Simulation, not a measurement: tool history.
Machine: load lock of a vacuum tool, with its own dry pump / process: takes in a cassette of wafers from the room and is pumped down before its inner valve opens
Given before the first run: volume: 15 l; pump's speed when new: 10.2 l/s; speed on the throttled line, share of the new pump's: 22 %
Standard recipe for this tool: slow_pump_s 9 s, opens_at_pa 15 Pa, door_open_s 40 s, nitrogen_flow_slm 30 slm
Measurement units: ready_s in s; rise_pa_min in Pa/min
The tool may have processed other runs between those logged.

run,day,slow_pump_s,opens_at_pa,door_open_s,nitrogen_flow_slm,"incoming humidity of the room's air, %",ready_s,rise_pa_min
1,0,9,15,40,30,47.1,21.3,0.181
2,5.029,9,15,40,30,43.9,20.9,0.175
3,9.454,9,12,40,30,45.9,21,0.177
4,16.342,9,12,40,30,46.7,21.3,0.18
5,19.946,9,12,40,30,42.9,21.7,0.175
6,27.021,9,12,34,30,48.8,21.3,0.187
7,32.879,9,12,34,30,47.6,21.1,0.187
8,36.817,9,15,34,30,46.3,21.5,0.186
9,40.067,9,15,40,30,46.6,20.8,0.194
10,43.942,9,15,40,30,44.1,21.8,0.191
11,48.092,9,15,40,30,43.8,21.2,0.198
12,51.079,9,15,40,30,45.8,21.5,0.193
13,57.992,9,21,40,30,45.6,20.8,0.191
14,61.596,9,21,40,30,45.3,20.4,0.198
15,66.638,9,15,40,8,45.2,21,0.229
16,70.904,9,25,40,30,45.2,20.4,0.202
17,76.054,9,25,40,30,44.8,21.1,0.205
18,82.929,9,25,40,30,46.1,20.8,0.204
19,89.888,9,10,40,30,46.5,22.1,0.215
20,96.6,9,10,40,30,47.5,22.5,0.221
21,99.629,9,20,98,30,44.4,21.4,0.253
22,104.462,9,15,47,30,43.3,22.2,0.219
23,109.133,9,24,161,30,44.6,20.8,0.291
24,113.283,6,15,40,30,43.6,19.2,0.217
25,120.008,6,10,40,30,49.2,19.4,0.228
26,123.562,6,10,40,30,41,19.8,0.22
27,129.271,6,10,40,30,45.2,20.1,0.235
28,135.8,6,10,40,30,41.8,20.2,0.227
29,142.154,9,11,94,7,46,22.1,0.323
30,146.171,15,15,40,30,43.2,26.1,0.234
31,151.754,17,20,103,11,43.4,27.3,0.317
32,156.362,17,20,103,6,45.4,27.6,0.346
33,163.125,17,20,103,6,47.1,26.7,0.341
34,167.167,11,15,46,45,48.5,23.1,0.246
35,173.375,9,15,167,13,44.2,21.9,0.365
36,178.788,9,15,78,30,45.4,22,0.28
37,183.871,14,20,78,30,44.7,25,0.279

Here are 4 independent what-if runs from the current tool condition. What would each one return?
A,186.904,16,20,78,30,41.9,?,?
B,186.904,4,20,78,30,44.9,?,?
C,186.904,14,16,107,7,42.1,?,?
D,186.904,5,18,78,12,44.6,?,?

run,ready_s,rise_pa_min
A,26,0.282
B,18.4,0.285
C,26,0.347
D,18.2,0.312
What these runs would have given with no unlogged condition in the tool:
run,ready_s,rise_pa_min
A,24.5,0.073
B,16.4,0.074
C,24.3,0.139
D,16.2,0.104
